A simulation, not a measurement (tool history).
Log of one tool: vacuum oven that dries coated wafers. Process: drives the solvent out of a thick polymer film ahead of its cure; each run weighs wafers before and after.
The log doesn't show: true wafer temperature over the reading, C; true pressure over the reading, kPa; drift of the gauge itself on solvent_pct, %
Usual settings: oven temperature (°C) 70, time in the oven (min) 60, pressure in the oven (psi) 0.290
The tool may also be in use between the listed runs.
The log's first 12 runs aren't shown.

run,hour,oven temperature (°C),time in the oven (min),pressure in the oven (psi),hours of work since the thermocouples were calibrated,hours of work since the vacuum gauge was cleaned of residue,solvent left in the film (%)
13,275.8,62,79,0.290,135,1133,1.66
14,302.6,70,60,0.300,156,1154,0.93
15,326.0,70,60,0.300,174,1172,1.00
16,342.0,70,60,0.300,186,1184,0.98
17,362.6,83,60,0.290,202,1200,0.35
18,384.5,83,60,0.290,219,1217,0.33
19,415.7,83,60,0.290,243,1241,0.44
20,433.9,70,60,0.303,257,1255,0.93
21,461.9,70,60,0.303,278,1277,1.04
22,489.2,70,50,0.290,299,1298,1.29
23,518.7,70,50,0.290,322,1320,1.29
24,543.4,70,60,0.499,341,1340,1.42
25,563.5,77,97,0.290,357,1355,0.48

Forecast run 26:
26,593.6,81,64,0.202,380,1378,?

Run 26 gave solvent left in the film (%) 0.29.
Without the tool's hidden state the same run would have given solvent left in the film (%) 0.22.
